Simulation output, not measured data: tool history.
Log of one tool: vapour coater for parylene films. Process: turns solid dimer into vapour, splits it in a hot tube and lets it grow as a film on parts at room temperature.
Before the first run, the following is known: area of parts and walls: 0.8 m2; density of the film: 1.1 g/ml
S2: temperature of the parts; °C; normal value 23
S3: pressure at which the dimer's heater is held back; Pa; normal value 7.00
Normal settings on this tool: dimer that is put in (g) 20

Run 1, day 0.000: usual settings. Result: thickness of the film (µm) 13.33.
Run 2, day 0.825: usual settings. Result: thickness of the film (µm) 13.14.
Run 3, day 1.442: usual settings but dimer that is put in (g) 23. Result: thickness of the film (µm) 15.23.
Run 4, day 2.654: usual settings but dimer that is put in (g) 23. Result: thickness of the film (µm) 14.93.
Run 5, day 3.783: usual settings but dimer that is put in (g) 23. Result: thickness of the film (µm) 15.21.
Run 6, day 4.750: usual settings but dimer that is put in (g) 17, S2 26 °C, S3 2.45 Pa. Result: thickness of the film (µm) 11.47.
Run 7, day 5.412: usual settings but dimer that is put in (g) 17, S2 26 °C, S3 2.45 Pa. Result: thickness of the film (µm) 11.42.
Run 8, day 6.171: usual settings but S3 9.82 Pa. Result: thickness of the film (µm) 12.47.
At day 6.729: trap's valve overhauled.
Run 9, day 7.017: usual settings but dimer that is put in (g) 10, S2 25 °C, S3 11.49 Pa. Result: thickness of the film (µm) 5.70.
Run 10, day 7.942: usual settings but dimer that is put in (g) 11, S2 34 °C, S3 2.10 Pa. Result: thickness of the film (µm) 5.48.

3 ways to go on from here, each from the tool as it stands after run 10. What would each give?
Run A, day 8.904: usual settings but dimer that is put in (g) 30, S2 33 °C, S3 5.47 Pa. Result: thickness of the film (µm) ?.
Run B, day 8.904: usual settings but dimer that is put in (g) 11, S2 25 °C, S3 5.67 Pa. Result: thickness of the film (µm) ?.
Run C, day 8.904: usual settings but dimer that is put in (g) 11, S2 34 °C, S3 7.07 Pa. Result: thickness of the film (µm) ?.

run  thickness of the film (µm)
  A                       13.51
  B                        7.11
  C                        4.58
Stripped of hidden state, with their random variation kept, the same runs would have yielded:
run  thickness of the film (µm)
  A                       13.27
  B                        6.99
  C                        4.51

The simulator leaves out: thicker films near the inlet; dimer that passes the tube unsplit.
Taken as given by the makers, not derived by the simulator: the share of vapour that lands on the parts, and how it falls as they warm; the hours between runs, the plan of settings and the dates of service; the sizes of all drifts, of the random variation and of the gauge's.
